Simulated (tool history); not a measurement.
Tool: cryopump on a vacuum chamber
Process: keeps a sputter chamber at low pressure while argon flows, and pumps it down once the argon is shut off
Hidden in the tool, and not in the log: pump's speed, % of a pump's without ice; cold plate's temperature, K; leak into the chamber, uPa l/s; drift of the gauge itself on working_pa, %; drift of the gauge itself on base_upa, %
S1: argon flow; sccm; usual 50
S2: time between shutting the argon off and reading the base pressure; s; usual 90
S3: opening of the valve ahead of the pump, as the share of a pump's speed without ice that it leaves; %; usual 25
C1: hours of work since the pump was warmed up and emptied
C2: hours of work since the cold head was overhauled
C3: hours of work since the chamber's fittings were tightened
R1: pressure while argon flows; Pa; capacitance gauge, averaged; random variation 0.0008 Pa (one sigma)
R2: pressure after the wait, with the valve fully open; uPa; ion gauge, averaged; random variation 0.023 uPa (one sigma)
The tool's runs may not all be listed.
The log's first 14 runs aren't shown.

run,day,S1,S2,S3,C1,C2,C3,R1,R2
15,50.658,50,90,25,290,2757,873,0.1603,1.30
16,52.767,50,90,25,323,2790,906,0.1592,1.29
17,57.404,50,90,25,397,2864,980,0.1592,1.40
18,62.283,38,188,17,475,2941,1058,0.1779,1.07
19,65.092,23,30,17,519,2986,1102,0.1080,2.71
20,67.671,54,45,23,560,3027,1143,0.1909,2.10
# day 69.488: pump warmed up, emptied and cooled again
21,70.138,67,90,25,10,3063,1179,0.2099,1.36
22,72.642,67,62,38,50,3103,1219,0.1391,1.74
23,77.842,50,31,25,133,3186,1302,0.1568,2.74
24,81.133,29,193,25,185,3238,1354,0.0906,1.18
25,84.208,39,90,26,234,3287,1403,0.1186,1.55
26,88.808,39,152,59,307,3360,1476,0.0547,1.37
27,93.321,49,29,21,379,3432,1548,0.1864,3.07
28,96.708,28,69,36,433,3486,1602,0.0630,1.89
29,99.412,28,69,36,476,3529,1645,0.0636,1.99
30,103.217,90,94,25,537,3589,1706,0.2929,1.77
# day 106.492: pump warmed up, emptied and cooled again
31,107.033,65,90,37,9,3647,1763,0.1377,1.74
32,110.642,77,211,20,66,3704,1820,0.3039,1.39
33,115.829,67,130,36,149,3787,1903,0.1493,1.61

4 ways to go on from here, each from the tool as it stands after run 33. What would each give?
A,120.808,39,90,25,228,3866,1982,?,?
B,120.808,50,31,38,228,3866,1982,?,?
C,120.808,67,34,36,228,3866,1982,?,?
D,120.808,67,221,36,228,3866,1982,?,?

run,R1,R2
A,0.1231,1.83
B,0.1059,3.14
C,0.1495,2.95
D,0.1504,1.49
Without the tool's hidden state the same runs would have given:
run,R1,R2
A,0.1200,0.76
B,0.1019,2.06
C,0.1443,1.87
D,0.1451,0.42

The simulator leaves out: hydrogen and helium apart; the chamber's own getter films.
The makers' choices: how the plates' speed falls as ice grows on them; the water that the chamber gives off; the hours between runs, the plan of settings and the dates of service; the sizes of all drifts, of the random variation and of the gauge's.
